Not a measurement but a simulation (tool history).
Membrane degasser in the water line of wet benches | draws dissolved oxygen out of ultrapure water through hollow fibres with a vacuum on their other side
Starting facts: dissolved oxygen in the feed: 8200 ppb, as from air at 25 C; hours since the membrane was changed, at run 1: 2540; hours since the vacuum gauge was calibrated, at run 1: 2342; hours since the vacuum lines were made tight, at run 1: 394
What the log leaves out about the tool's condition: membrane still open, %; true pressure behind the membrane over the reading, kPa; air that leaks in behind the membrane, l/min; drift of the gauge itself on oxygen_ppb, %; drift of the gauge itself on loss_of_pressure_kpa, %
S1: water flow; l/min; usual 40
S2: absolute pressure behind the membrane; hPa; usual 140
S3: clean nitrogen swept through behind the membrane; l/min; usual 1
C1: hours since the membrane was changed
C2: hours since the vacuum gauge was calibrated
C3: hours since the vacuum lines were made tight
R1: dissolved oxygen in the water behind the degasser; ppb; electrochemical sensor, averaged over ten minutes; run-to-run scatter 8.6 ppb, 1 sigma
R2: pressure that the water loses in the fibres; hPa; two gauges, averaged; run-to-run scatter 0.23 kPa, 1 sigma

run 1 hour=0 | S1=40 S2=140 S3=1 | C1=2540 C2=2342 C3=394 | R1=881.4 R2=580.9
run 2 hour=63.7 | S1=40 S2=140 S3=1 | C1=2604 C2=2406 C3=457 | R1=890 R2=586.4
run 3 hour=103 | S1=40 S2=140 S3=1 | C1=2643 C2=2445 C3=497 | R1=875.2 R2=588.3
run 4 hour=135.1 | S1=40 S2=140 S3=1 | C1=2675 C2=2477 C3=529 | R1=872.3 R2=585.4
run 5 hour=179.3 | S1=40 S2=140 S3=1 | C1=2719 C2=2522 C3=573 | R1=892.2 R2=583.5
run 6 hour=238.7 | S1=40 S2=140 S3=1 | C1=2779 C2=2581 C3=632 | R1=896.5 R2=586.1
run 7 hour=287.8 | S1=40 S2=140 S3=1 | C1=2828 C2=2630 C3=681 | R1=881.1 R2=583.8
run 8 hour=349.5 | S1=40 S2=140 S3=1 | C1=2889 C2=2692 C3=743 | R1=876.8 R2=586.1
run 9 hour=420.1 | S1=40 S2=140 S3=1 | C1=2960 C2=2762 C3=814 | R1=882.3 R2=584.2
run 10 hour=470 | S1=40 S2=140 S3=1 | C1=3010 C2=2812 C3=864 | R1=880.2 R2=586.2
run 11 hour=531.1 | S1=52 S2=289 S3=1 | C1=3071 C2=2873 C3=925 | R1=2171 R2=764.7
run 12 hour=563.5 | S1=35 S2=195 S3=1.27 | C1=3103 C2=2906 C3=957 | R1=945.4 R2=515.7
run 13 hour=618.7 | S1=48 S2=140 S3=0.73 | C1=3158 C2=2961 C3=1012 | R1=1255.2 R2=703.2
run 14 hour=679.6 | S1=48 S2=140 S3=0.73 | C1=3219 C2=3022 C3=1073 | R1=1261.2 R2=703.5
run 15 hour=743.3 | S1=48 S2=140 S3=0.73 | C1=3283 C2=3086 C3=1137 | R1=1241.2 R2=709.8
run 16 hour=780.4 | S1=48 S2=140 S3=0.73 | C1=3320 C2=3123 C3=1174 | R1=1257.1 R2=708.1
run 17 hour=809.5 | S1=56 S2=246 S3=0.73 | C1=3349 C2=3152 C3=1203 | R1=2334.4 R2=822.3
run 18 hour=862.8 | S1=37 S2=246 S3=0.78 | C1=3403 C2=3205 C3=1256 | R1=1730.6 R2=546.6
run 19 hour=892.2 | S1=28 S2=246 S3=0.87 | C1=3432 C2=3235 C3=1286 | R1=1281 R2=413

Measured result minus the same run's result without the hidden state. Both carry the same run-to-run variation, though not necessarily the same gauge scatter:
run=1 R1=+22.4 R2=+15.7
run=2 R1=+23.2 R2=+16.1
run=3 R1=+23.2 R2=+16.4
run=4 R1=+23.5 R2=+16.5
run=5 R1=+24.3 R2=+16.8
run=6 R1=+25 R2=+17.2
run=7 R1=+25.1 R2=+17.4
run=8 R1=+25.6 R2=+18
run=9 R1=+26.4 R2=+18.4
run=10 R1=+26.9 R2=+18.7
run=11 R1=+28.4 R2=+24.9
run=12 R1=+22.3 R2=+17
run=13 R1=+36 R2=+23.6
run=14 R1=+36.8 R2=+24.1
run=15 R1=+37 R2=+24.8
run=16 R1=+37.8 R2=+24.9
run=17 R1=+33 R2=+29.3
run=18 R1=+27.1 R2=+19.6
run=19 R1=+23 R2=+15
